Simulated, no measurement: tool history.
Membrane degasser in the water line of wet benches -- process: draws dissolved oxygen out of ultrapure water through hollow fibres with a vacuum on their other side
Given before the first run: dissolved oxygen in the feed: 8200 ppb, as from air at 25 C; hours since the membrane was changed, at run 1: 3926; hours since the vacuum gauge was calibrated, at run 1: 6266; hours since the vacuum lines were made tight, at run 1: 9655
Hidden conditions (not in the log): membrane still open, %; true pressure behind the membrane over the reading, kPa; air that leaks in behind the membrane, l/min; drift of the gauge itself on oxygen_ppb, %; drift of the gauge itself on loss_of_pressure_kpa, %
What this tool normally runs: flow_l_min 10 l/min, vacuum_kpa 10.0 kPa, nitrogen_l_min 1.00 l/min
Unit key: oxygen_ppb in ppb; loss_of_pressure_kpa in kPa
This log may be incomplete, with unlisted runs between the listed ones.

| run | hour | flow_l_min | vacuum_kpa | nitrogen_l_min | hours since the membrane was changed | hours since the vacuum gauge was calibrated | hours since the vacuum lines were made tight | oxygen_ppb | loss_of_pressure_kpa |
|---|---|---|---|---|---|---|---|---|---|
| 1 | 0.0 | 10 | 10.0 | 1.00 | 3926 | 6266 | 9655 | 488.6 | 42.28 |
| 2 | 65.4 | 10 | 10.0 | 1.00 | 3991 | 6332 | 9720 | 493.1 | 42.05 |
| 3 | 146.5 | 10 | 10.0 | 2.49 | 4072 | 6413 | 9801 | 398.8 | 42.13 |
| 4 | 243.2 | 10 | 10.0 | 2.06 | 4169 | 6509 | 9898 | 410.4 | 42.31 |
|  | 281.2 | seals of the vacuum lines changed |
| 5 | 309.2 | 10 | 10.0 | 2.06 | 4233 | 6573 | 28 | 404.3 | 42.09 |
|  | 398.8 | vacuum gauge calibrated |
| 6 | 398.8 | 10 | 10.0 | 2.06 | 4322 | 0 | 117 | 400.5 | 42.59 |
| 7 | 475.3 | 10 | 10.0 | 1.00 | 4398 | 77 | 194 | 471.6 | 42.55 |
| 8 | 548.8 | 10 | 10.0 | 1.00 | 4472 | 150 | 267 | 483.2 | 42.60 |
| 9 | 603.5 | 10 | 7.2 | 1.00 | 4527 | 205 | 322 | 412.2 | 42.34 |
| 10 | 702.9 | 10 | 7.2 | 1.00 | 4626 | 304 | 421 | 416.5 | 42.48 |
| 11 | 783.2 | 10 | 10.0 | 1.00 | 4706 | 384 | 502 | 480.4 | 42.29 |
| 12 | 846.2 | 10 | 10.0 | 1.00 | 4769 | 447 | 564 | 474.5 | 42.66 |
| 13 | 939.2 | 10 | 10.0 | 1.00 | 4862 | 540 | 658 | 478.8 | 42.69 |
| 14 | 1041.4 | 10 | 10.0 | 1.79 | 4964 | 643 | 760 | 414.3 | 42.03 |
| 15 | 1131.9 | 10 | 10.0 | 1.79 | 5055 | 733 | 850 | 422.9 | 42.81 |
| 16 | 1200.1 | 10 | 10.0 | 1.79 | 5123 | 801 | 918 | 421.4 | 42.18 |
| 17 | 1252.9 | 10 | 10.0 | 1.79 | 5176 | 854 | 971 | 421.4 | 42.50 |
| 18 | 1309.0 | 9 | 10.0 | 0.61 | 5232 | 910 | 1027 | 486.3 | 38.50 |
| 19 | 1398.3 | 13 | 18.4 | 0.84 | 5321 | 999 | 1117 | 954.1 | 55.12 |
| 20 | 1492.4 | 13 | 18.4 | 0.84 | 5415 | 1094 | 1211 | 980.2 | 55.41 |
| 21 | 1556.8 | 9 | 12.5 | 1.00 | 5480 | 1158 | 1275 | 469.9 | 38.42 |
| 22 | 1633.4 | 9 | 12.5 | 1.00 | 5556 | 1235 | 1352 | 461.2 | 38.27 |
| 23 | 1716.3 | 9 | 12.5 | 1.00 | 5639 | 1318 | 1435 | 465.6 | 38.28 |
| 24 | 1804.9 | 9 | 17.5 | 0.80 | 5728 | 1406 | 1523 | 630.3 | 38.67 |
| 25 | 1898.4 | 10 | 7.8 | 0.46 | 5821 | 1500 | 1617 | 553.2 | 42.60 |
| 26 | 1960.1 | 6 | 18.6 | 0.64 | 5883 | 1561 | 1678 | 443.8 | 25.44 |
| 27 | 2009.7 | 9 | 9.4 | 1.00 | 5933 | 1611 | 1728 | 407.5 | 38.73 |
| 28 | 2070.8 | 9 | 9.4 | 1.00 | 5994 | 1672 | 1789 | 409.0 | 38.72 |
| 29 | 2125.0 | 9 | 11.5 | 0.84 | 6048 | 1726 | 1843 | 477.0 | 38.52 |
| 30 | 2188.3 | 8 | 11.9 | 1.35 | 6111 | 1789 | 1907 | 345.3 | 34.41 |
| 31 | 2260.7 | 9 | 20.6 | 1.88 | 6184 | 1862 | 1979 | 467.2 | 38.79 |

Here are 5 independent what-if runs from the current tool condition. What would each one return?
| A | 2345.1 | 10 | 10.0 | 0.70 | 6268 | 1946 | 2063 | ? | ? |
| B | 2345.1 | 14 | 19.7 | 2.87 | 6268 | 1946 | 2063 | ? | ? |
| C | 2345.1 | 11 | 23.1 | 1.88 | 6268 | 1946 | 2063 | ? | ? |
| D | 2345.1 | 11 | 10.0 | 1.00 | 6268 | 1946 | 2063 | ? | ? |
| E | 2345.1 | 9 | 14.2 | 1.10 | 6268 | 1946 | 2063 | ? | ? |

| run | oxygen_ppb | loss_of_pressure_kpa |
|---|---|---|
| A | 557.5 | 42.70 |
| B | 746.8 | 60.38 |
| C | 647.4 | 47.63 |
| D | 563.5 | 47.07 |
| E | 484.8 | 38.16 |
With no hidden state in the tool, these same runs would have given:
| run | oxygen_ppb | loss_of_pressure_kpa |
|---|---|---|
| A | 512.1 | 40.97 |
| B | 686.9 | 57.96 |
| C | 600.7 | 45.72 |
| D | 514.3 | 45.17 |
| E | 446.3 | 36.61 |
